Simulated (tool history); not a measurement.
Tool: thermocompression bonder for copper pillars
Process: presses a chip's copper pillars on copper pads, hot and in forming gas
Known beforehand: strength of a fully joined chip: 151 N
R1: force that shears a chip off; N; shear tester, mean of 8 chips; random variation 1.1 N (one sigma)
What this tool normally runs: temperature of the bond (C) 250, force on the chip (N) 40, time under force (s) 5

run 1 hour=0 | temperature_of_the_bond_(C)=250 force_on_the_chip_(N)=40 time_under_force_(s)=5 | R1=96.8
run 2 hour=21.3 | temperature_of_the_bond_(C)=250 force_on_the_chip_(N)=40 time_under_force_(s)=5 | R1=94.1
run 3 hour=38.7 | temperature_of_the_bond_(C)=250 force_on_the_chip_(N)=40 time_under_force_(s)=5 | R1=93.6
run 4 hour=57.9 | temperature_of_the_bond_(C)=250 force_on_the_chip_(N)=40 time_under_force_(s)=3 | R1=79
run 5 hour=67.9 | temperature_of_the_bond_(C)=250 force_on_the_chip_(N)=40 time_under_force_(s)=3 | R1=80.6
run 6 hour=84.6 | temperature_of_the_bond_(C)=250 force_on_the_chip_(N)=40 time_under_force_(s)=5 | R1=92
run 7 hour=101.3 | temperature_of_the_bond_(C)=250 force_on_the_chip_(N)=40 time_under_force_(s)=5 | R1=93.1
run 8 hour=112.3 | temperature_of_the_bond_(C)=250 force_on_the_chip_(N)=40 time_under_force_(s)=10 | R1=108.8
run 9 hour=131.8 | temperature_of_the_bond_(C)=250 force_on_the_chip_(N)=40 time_under_force_(s)=10 | R1=108.7
run 10 hour=151.8 | temperature_of_the_bond_(C)=250 force_on_the_chip_(N)=40 time_under_force_(s)=10 | R1=107.3
run 11 hour=162.3 | temperature_of_the_bond_(C)=250 force_on_the_chip_(N)=40 time_under_force_(s)=10 | R1=108.1
run 12 hour=174.7 | temperature_of_the_bond_(C)=239 force_on_the_chip_(N)=40 time_under_force_(s)=5 | R1=78.9
run 13 hour=188.2 | temperature_of_the_bond_(C)=239 force_on_the_chip_(N)=40 time_under_force_(s)=4 | R1=74.4
run 14 hour=199.5 | temperature_of_the_bond_(C)=239 force_on_the_chip_(N)=40 time_under_force_(s)=4 | R1=71.8
run 15 hour=219.5 | temperature_of_the_bond_(C)=239 force_on_the_chip_(N)=40 time_under_force_(s)=4 | R1=71
run 16 hour=230 | temperature_of_the_bond_(C)=239 force_on_the_chip_(N)=40 time_under_force_(s)=4 | R1=77.8
run 17 hour=242.6 | temperature_of_the_bond_(C)=250 force_on_the_chip_(N)=40 time_under_force_(s)=5 | R1=104.6
run 18 hour=256.4 | temperature_of_the_bond_(C)=250 force_on_the_chip_(N)=40 time_under_force_(s)=5 | R1=102.8
run 19 hour=266.7 | temperature_of_the_bond_(C)=250 force_on_the_chip_(N)=40 time_under_force_(s)=5 | R1=100.8
run 20 hour=285.6 | temperature_of_the_bond_(C)=250 force_on_the_chip_(N)=40 time_under_force_(s)=5 | R1=100.7
run 21 hour=296.6 | temperature_of_the_bond_(C)=252 force_on_the_chip_(N)=26 time_under_force_(s)=9 | R1=101.4
run 22 hour=312.1 | temperature_of_the_bond_(C)=280 force_on_the_chip_(N)=54 time_under_force_(s)=7 | R1=132.8
run 23 hour=333.6 | temperature_of_the_bond_(C)=240 force_on_the_chip_(N)=25 time_under_force_(s)=9 | R1=91.1
run 24 hour=347.7 | temperature_of_the_bond_(C)=258 force_on_the_chip_(N)=41 time_under_force_(s)=12 | R1=128.8
run 25 hour=367.5 | temperature_of_the_bond_(C)=258 force_on_the_chip_(N)=41 time_under_force_(s)=12 | R1=126.3
run 26 hour=385.7 | temperature_of_the_bond_(C)=261 force_on_the_chip_(N)=25 time_under_force_(s)=5 | R1=91.6
run 27 hour=401.9 | temperature_of_the_bond_(C)=271 force_on_the_chip_(N)=35 time_under_force_(s)=3 | R1=99
run 28 hour=412.5 | temperature_of_the_bond_(C)=254 force_on_the_chip_(N)=38 time_under_force_(s)=4 | R1=92.8
run 29 hour=425.4 | temperature_of_the_bond_(C)=250 force_on_the_chip_(N)=36 time_under_force_(s)=5 | R1=92.6
run 30 hour=445.3 | temperature_of_the_bond_(C)=250 force_on_the_chip_(N)=36 time_under_force_(s)=5 | R1=93.5
run 31 hour=453.9 | temperature_of_the_bond_(C)=250 force_on_the_chip_(N)=36 time_under_force_(s)=5 | R1=92.6
run 32 hour=467.6 | temperature_of_the_bond_(C)=273 force_on_the_chip_(N)=42 time_under_force_(s)=10 | R1=129.3
run 33 hour=477.1 | temperature_of_the_bond_(C)=264 force_on_the_chip_(N)=31 time_under_force_(s)=13 | R1=119.4
run 34 hour=488.4 | temperature_of_the_bond_(C)=250 force_on_the_chip_(N)=34 time_under_force_(s)=14 | R1=114.8
run 35 hour=502.4 | temperature_of_the_bond_(C)=236 force_on_the_chip_(N)=47 time_under_force_(s)=8 | R1=98
run 36 hour=517.5 | temperature_of_the_bond_(C)=263 force_on_the_chip_(N)=40 time_under_force_(s)=5 | R1=105.1
run 37 hour=529.1 | temperature_of_the_bond_(C)=263 force_on_the_chip_(N)=40 time_under_force_(s)=5 | R1=105.8
run 38 hour=541.9 | temperature_of_the_bond_(C)=263 force_on_the_chip_(N)=40 time_under_force_(s)=5 | R1=104.4
run 39 hour=551.9 | temperature_of_the_bond_(C)=271 force_on_the_chip_(N)=56 time_under_force_(s)=10 | R1=128.3

Missing from the log above: 3 entries noted between runs. For each, name the pair of listed runs it sits between and say how the tool's hidden condition differs from the listed run just before to the listed run just after:
Run 13 -> run 14: heater calibrated with a thermocouple chip (hour 191.7)
  true temperature of the bond over the reading, C: -5.7 -> -8.1; oxide that the forming gas leaves, % of the face: 8.37 -> 8.6
  what was measured, less what the result would be without the hidden state, R1: -11 -> -13.6 N
Run 15 -> run 16: forming gas filter changed (hour 226.7)
  force that reaches the chip, % of what is set: 103.6 -> 103.7; oxide that the forming gas leaves, % of the face: 9.07 -> 0.7
  what was measured, less what the result would be without the hidden state, R1: -13.8 -> -7.4 N
Run 16 -> run 17: heater calibrated with a thermocouple chip, once more (hour 241.2)
  true temperature of the bond over the reading, C: -8.3 -> -0.4; oxide that the forming gas leaves, % of the face: 0.7 -> 0.95
  what was measured, less what the result would be without the hidden state, R1: -7.4 -> +0.4 N
